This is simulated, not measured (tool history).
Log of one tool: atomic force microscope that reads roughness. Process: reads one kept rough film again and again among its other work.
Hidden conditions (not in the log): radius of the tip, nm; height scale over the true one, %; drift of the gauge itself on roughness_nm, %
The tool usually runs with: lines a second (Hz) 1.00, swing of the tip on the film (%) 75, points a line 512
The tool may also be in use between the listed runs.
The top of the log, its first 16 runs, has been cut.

run	hour	lines a second (Hz)	swing of the tip on the film (%)	points a line	pictures with this tip	hours of work since the height scale was calibrated	roughness of the kept film (nm (root mean square))
# hour 198.7: new tip fitted
17	211.4	0.59	75	512	13	256	2.607
18	225.7	0.59	75	512	27	264	2.556
19	240.7	0.59	75	512	41	274	2.500
20	255.5	0.59	75	512	56	283	2.442
21	265.4	1.00	75	675	65	289	2.329
22	273.2	1.00	75	675	73	293	2.335
23	289.4	1.00	75	675	89	303	2.285
24	301.6	1.00	74	512	101	311	2.226
25	312.1	1.00	74	512	111	317	2.237
26	323.2	1.00	74	512	122	324	2.188
27	337.7	1.00	65	1019	136	333	2.224
28	347.1	1.00	65	1019	145	338	2.207
29	357.3	1.00	65	1019	155	345	2.181
30	364.2	4.00	71	439	162	349	1.799

What will run 31 give?
31	379.4	4.00	71	396	176	358	?

For run 31 the tool returned roughness of the kept film (nm (root mean square)) 1.758.
If the tool had no hidden condition, the same run with the same run-to-run variation would have returned roughness of the kept film (nm (root mean square)) 2.206.
